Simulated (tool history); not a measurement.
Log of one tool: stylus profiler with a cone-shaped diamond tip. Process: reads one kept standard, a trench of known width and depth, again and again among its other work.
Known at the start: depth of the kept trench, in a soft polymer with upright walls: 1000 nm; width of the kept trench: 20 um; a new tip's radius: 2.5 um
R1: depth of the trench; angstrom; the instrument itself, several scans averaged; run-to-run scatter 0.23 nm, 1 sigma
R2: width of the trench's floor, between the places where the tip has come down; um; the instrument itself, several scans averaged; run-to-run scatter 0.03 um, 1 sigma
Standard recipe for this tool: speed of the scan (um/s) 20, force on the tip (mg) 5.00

{"run": 1, "hour": 0.0, "speed of the scan (um/s)": 20, "force on the tip (mg)": 5.0, "R1": 10169.0, "R2": 14.72}
{"run": 2, "hour": 78.4, "speed of the scan (um/s)": 20, "force on the tip (mg)": 5.0, "R1": 10174.1, "R2": 14.54}
{"run": 3, "hour": 148.4, "speed of the scan (um/s)": 16, "force on the tip (mg)": 5.0, "R1": 10169.2, "R2": 14.48}
{"run": 4, "hour": 201.7, "speed of the scan (um/s)": 16, "force on the tip (mg)": 5.0, "R1": 10180.6, "R2": 14.43}
{"run": 5, "hour": 251.6, "speed of the scan (um/s)": 16, "force on the tip (mg)": 5.0, "R1": 10177.3, "R2": 14.26}
{"run": 6, "hour": 336.8, "speed of the scan (um/s)": 16, "force on the tip (mg)": 5.0, "R1": 10178.3, "R2": 14.15}
{"run": 7, "hour": 414.7, "speed of the scan (um/s)": 16, "force on the tip (mg)": 14.07, "R1": 10335.3, "R2": 14.03}
{"run": 8, "hour": 525.3, "speed of the scan (um/s)": 16, "force on the tip (mg)": 14.07, "R1": 10340.7, "R2": 13.88}
{"run": 9, "hour": 607.0, "speed of the scan (um/s)": 16, "force on the tip (mg)": 14.07, "R1": 10342.5, "R2": 13.78}
{"run": 10, "hour": 694.7, "speed of the scan (um/s)": 20, "force on the tip (mg)": 5.0, "R1": 10196.2, "R2": 13.66}
{"run": 11, "hour": 808.4, "speed of the scan (um/s)": 56, "force on the tip (mg)": 5.0, "R1": 10201.8, "R2": 13.39}
{"hour": 833.5, "done": "height scale calibrated on a step standard"}
{"run": 12, "hour": 895.8, "speed of the scan (um/s)": 56, "force on the tip (mg)": 5.0, "R1": 10220.4, "R2": 13.29}
{"run": 13, "hour": 942.1, "speed of the scan (um/s)": 56, "force on the tip (mg)": 5.0, "R1": 10218.5, "R2": 13.27}
{"run": 14, "hour": 999.6, "speed of the scan (um/s)": 42, "force on the tip (mg)": 5.0, "R1": 10220.9, "R2": 13.17}
{"run": 15, "hour": 1073.0, "speed of the scan (um/s)": 42, "force on the tip (mg)": 5.0, "R1": 10221.7, "R2": 13.11}
{"run": 16, "hour": 1119.1, "speed of the scan (um/s)": 20, "force on the tip (mg)": 2.75, "R1": 10171.4, "R2": 13.05}
{"run": 17, "hour": 1193.9, "speed of the scan (um/s)": 20, "force on the tip (mg)": 2.75, "R1": 10178.7, "R2": 12.96}
{"run": 18, "hour": 1273.7, "speed of the scan (um/s)": 20, "force on the tip (mg)": 2.75, "R1": 10178.3, "R2": 12.83}
{"run": 19, "hour": 1329.4, "speed of the scan (um/s)": 20, "force on the tip (mg)": 2.75, "R1": 10182.0, "R2": 12.77}
{"run": 20, "hour": 1431.4, "speed of the scan (um/s)": 20, "force on the tip (mg)": 2.75, "R1": 10183.9, "R2": 12.62}
{"hour": 1442.3, "done": "new tip fitted, height scale calibrated"}
{"hour": 1470.9, "done": "height scale calibrated on a step standard, once more"}
{"run": 21, "hour": 1511.4, "speed of the scan (um/s)": 53, "force on the tip (mg)": 5.0, "R1": 10158.4, "R2": 15.68}
{"run": 22, "hour": 1599.3, "speed of the scan (um/s)": 20, "force on the tip (mg)": 5.0, "R1": 10162.8, "R2": 15.55}
{"run": 23, "hour": 1664.6, "speed of the scan (um/s)": 14, "force on the tip (mg)": 5.0, "R1": 10161.1, "R2": 15.45}
{"run": 24, "hour": 1727.4, "speed of the scan (um/s)": 14, "force on the tip (mg)": 5.0, "R1": 10166.2, "R2": 15.33}
{"run": 25, "hour": 1797.3, "speed of the scan (um/s)": 54, "force on the tip (mg)": 11.87, "R1": 10285.5, "R2": 15.19}
{"run": 26, "hour": 1888.3, "speed of the scan (um/s)": 29, "force on the tip (mg)": 8.62, "R1": 10234.8, "R2": 15.01}
{"run": 27, "hour": 1993.2, "speed of the scan (um/s)": 9, "force on the tip (mg)": 10.15, "R1": 10264.6, "R2": 14.95}
{"run": 28, "hour": 2107.4, "speed of the scan (um/s)": 16, "force on the tip (mg)": 3.85, "R1": 10157.4, "R2": 14.68}
{"run": 29, "hour": 2194.4, "speed of the scan (um/s)": 24, "force on the tip (mg)": 4.4, "R1": 10170.4, "R2": 14.51}
{"run": 30, "hour": 2272.9, "speed of the scan (um/s)": 24, "force on the tip (mg)": 4.4, "R1": 10166.8, "R2": 14.38}
{"run": 31, "hour": 2378.0, "speed of the scan (um/s)": 64, "force on the tip (mg)": 5.95, "R1": 10205.8, "R2": 14.15}
{"run": 32, "hour": 2482.7, "speed of the scan (um/s)": 21, "force on the tip (mg)": 2.88, "R1": 10140.5, "R2": 14.09}
{"run": 33, "hour": 2581.7, "speed of the scan (um/s)": 25, "force on the tip (mg)": 6.23, "R1": 10220.0, "R2": 13.94}
{"run": 34, "hour": 2678.7, "speed of the scan (um/s)": 68, "force on the tip (mg)": 8.34, "R1": 10265.0, "R2": 13.72}
{"run": 35, "hour": 2774.7, "speed of the scan (um/s)": 68, "force on the tip (mg)": 8.34, "R1": 10265.2, "R2": 13.61}
{"run": 36, "hour": 2839.3, "speed of the scan (um/s)": 68, "force on the tip (mg)": 8.86, "R1": 10275.9, "R2": 13.49}
{"hour": 2943.6, "done": "height scale calibrated on a step standard"}
{"run": 37, "hour": 2954.1, "speed of the scan (um/s)": 5, "force on the tip (mg)": 2.54, "R1": 10089.2, "R2": 13.51}
{"run": 38, "hour": 3025.4, "speed of the scan (um/s)": 7, "force on the tip (mg)": 2.3, "R1": 10088.7, "R2": 13.32}
{"run": 39, "hour": 3125.0, "speed of the scan (um/s)": 7, "force on the tip (mg)": 2.3, "R1": 10089.3, "R2": 13.25}
{"run": 40, "hour": 3221.8, "speed of the scan (um/s)": 18, "force on the tip (mg)": 6.73, "R1": 10188.6, "R2": 13.1}
{"run": 41, "hour": 3288.0, "speed of the scan (um/s)": 55, "force on the tip (mg)": 4.1, "R1": 10142.5, "R2": 12.87}

Expected results for the next run?
{"run": 42, "hour": 3354.9, "speed of the scan (um/s)": 55, "force on the tip (mg)": 4.1, "R1": "?", "R2": "?"}

R1: 10145.3 angstrom
R2: 12.85 um
Had the tool carried no hidden state, the very same run would have given R1 10134.8 angstrom, R2 15.89 um.
